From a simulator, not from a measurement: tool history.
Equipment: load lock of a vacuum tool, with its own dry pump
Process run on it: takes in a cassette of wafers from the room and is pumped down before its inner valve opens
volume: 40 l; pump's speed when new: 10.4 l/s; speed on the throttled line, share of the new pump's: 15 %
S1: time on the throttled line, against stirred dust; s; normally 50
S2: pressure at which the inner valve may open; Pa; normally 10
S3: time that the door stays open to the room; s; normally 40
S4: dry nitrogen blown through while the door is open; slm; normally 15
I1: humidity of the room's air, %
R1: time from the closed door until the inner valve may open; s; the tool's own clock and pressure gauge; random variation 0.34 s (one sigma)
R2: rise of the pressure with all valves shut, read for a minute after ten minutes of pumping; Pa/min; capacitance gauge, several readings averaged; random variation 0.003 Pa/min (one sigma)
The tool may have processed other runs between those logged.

Run 1, hour 0.0: usual settings; I1 43.9. Result: R1 79.6 s, R2 0.084 Pa/min.
Run 2, hour 93.4: usual settings; I1 44.7. Result: R1 79.4 s, R2 0.090 Pa/min.
Run 3, hour 169.4: usual settings; I1 45.2. Result: R1 78.8 s, R2 0.086 Pa/min.
Run 4, hour 237.2: usual settings; I1 45.4. Result: R1 79.1 s, R2 0.090 Pa/min.
Run 5, hour 353.3: usual settings but S4 4 slm; I1 44.9. Result: R1 79.0 s, R2 0.101 Pa/min.
Run 6, hour 490.4: usual settings but S4 4 slm; I1 46.6. Result: R1 79.0 s, R2 0.104 Pa/min.
Run 7, hour 561.4: usual settings; I1 45.9. Result: R1 79.1 s, R2 0.091 Pa/min.
Run 8, hour 672.8: usual settings; I1 43.6. Result: R1 79.7 s, R2 0.099 Pa/min.
Run 9, hour 758.9: usual settings; I1 43.7. Result: R1 79.8 s, R2 0.094 Pa/min.
Run 10, hour 826.1: usual settings; I1 44.0. Result: R1 79.3 s, R2 0.095 Pa/min.
Run 11, hour 918.5: usual settings but S2 12 Pa; I1 45.1. Result: R1 78.7 s, R2 0.099 Pa/min.
Run 12, hour 1061.2: usual settings but S2 12 Pa; I1 44.1. Result: R1 78.9 s, R2 0.103 Pa/min.
Run 13, hour 1178.3: usual settings but S2 16 Pa; I1 45.2. Result: R1 77.4 s, R2 0.105 Pa/min.
Run 14, hour 1262.3: usual settings but S2 16 Pa; I1 43.0. Result: R1 77.6 s, R2 0.098 Pa/min.
Run 15, hour 1368.4: usual settings but S2 19 Pa; I1 49.2. Result: R1 77.4 s, R2 0.112 Pa/min.
Run 16, hour 1484.4: usual settings but S2 19 Pa; I1 44.1. Result: R1 76.6 s, R2 0.104 Pa/min.
Run 17, hour 1623.3: usual settings but S2 19 Pa; I1 43.2. Result: R1 76.9 s, R2 0.109 Pa/min.
Run 18, hour 1754.1: usual settings but S2 19 Pa; I1 46.9. Result: R1 77.2 s, R2 0.116 Pa/min.
Run 19, hour 1849.0: usual settings but S3 106 s, S4 44 slm; I1 45.5. Result: R1 79.2 s, R2 0.115 Pa/min.
Run 20, hour 1911.4: usual settings but S1 27 s, S3 106 s, S4 4 slm; I1 46.8. Result: R1 60.4 s, R2 0.141 Pa/min.
Run 21, hour 1981.8: usual settings but S2 17 Pa, S3 32 s; I1 45.8. Result: R1 78.0 s, R2 0.114 Pa/min.
Run 22, hour 2123.4: usual settings but S1 37 s, S2 8 Pa, S3 30 s, S4 33 slm; I1 45.4. Result: R1 70.0 s, R2 0.106 Pa/min.
Run 23, hour 2204.0: usual settings but S1 37 s, S2 8 Pa, S3 30 s, S4 33 slm; I1 42.1. Result: R1 69.7 s, R2 0.108 Pa/min.
Run 24, hour 2289.0: usual settings but S1 37 s, S2 8 Pa, S3 30 s, S4 33 slm; I1 45.6. Result: R1 69.9 s, R2 0.111 Pa/min.
Run 25, hour 2408.6: usual settings but S1 37 s, S2 8 Pa, S3 27 s, S4 33 slm; I1 42.1. Result: R1 68.8 s, R2 0.114 Pa/min.
Run 26, hour 2552.2: usual settings but S1 37 s, S2 8 Pa, S3 27 s, S4 33 slm; I1 43.9. Result: R1 69.9 s, R2 0.116 Pa/min.
Run 27, hour 2690.9: usual settings but S2 13 Pa; I1 46.1. Result: R1 78.7 s, R2 0.132 Pa/min.
Run 28, hour 2804.1: usual settings but S2 12 Pa, S3 82 s; I1 45.7. Result: R1 79.4 s, R2 0.140 Pa/min.
Run 29, hour 2877.1: usual settings but S1 33 s, S3 78 s; I1 50.1. Result: R1 65.2 s, R2 0.144 Pa/min.
Run 30, hour 2982.1: usual settings but S1 33 s, S3 78 s; I1 44.6. Result: R1 65.3 s, R2 0.144 Pa/min.
Run 31, hour 3097.6: usual settings but S4 30 slm; I1 42.9. Result: R1 79.8 s, R2 0.132 Pa/min.
Run 32, hour 3220.4: usual settings but S4 30 slm; I1 47.0. Result: R1 80.5 s, R2 0.139 Pa/min.
Run 33, hour 3294.7: usual settings but S1 74 s, S4 30 slm; I1 46.4. Result: R1 99.6 s, R2 0.136 Pa/min.
Run 34, hour 3355.4: usual settings but S4 16 slm; I1 41.3. Result: R1 80.2 s, R2 0.142 Pa/min.
Run 35, hour 3453.9: usual settings but S2 12 Pa, S3 112 s, S4 40 slm; I1 49.5. Result: R1 79.3 s, R2 0.144 Pa/min.
Run 36, hour 3558.5: usual settings but S2 12 Pa, S3 112 s, S4 40 slm; I1 40.9. Result: R1 78.7 s, R2 0.142 Pa/min.

5 ways to go on from here, each from the tool as it stands after run 36. What would each give?
Run A, hour 3630.8: usual settings but S2 8 Pa, S3 89 s, S4 6 slm; I1 43.4. Result: R1 ?, R2 ?.
Run B, hour 3630.8: usual settings but S2 11 Pa, S4 7 slm; I1 47.8. Result: R1 ?, R2 ?.
Run C, hour 3630.8: usual settings but S2 12 Pa, S3 112 s, S4 32 slm; I1 42.3. Result: R1 ?, R2 ?.
Run D, hour 3630.8: usual settings but S1 66 s, S4 7 slm; I1 44.8. Result: R1 ?, R2 ?.
Run E, hour 3630.8: usual settings but S3 162 s, S4 9 slm; I1 42.2. Result: R1 ?, R2 ?.

run    R1     R2
  A  81.5  0.161
  B  79.6  0.155
  C  79.3  0.153
  D  93.5  0.153
  E  79.9  0.169
With no hidden state in the tool, these same runs would have given:
run    R1     R2
  A  79.9  0.045
  B  78.0  0.038
  C  77.7  0.033
  D  92.0  0.035
  E  78.2  0.052
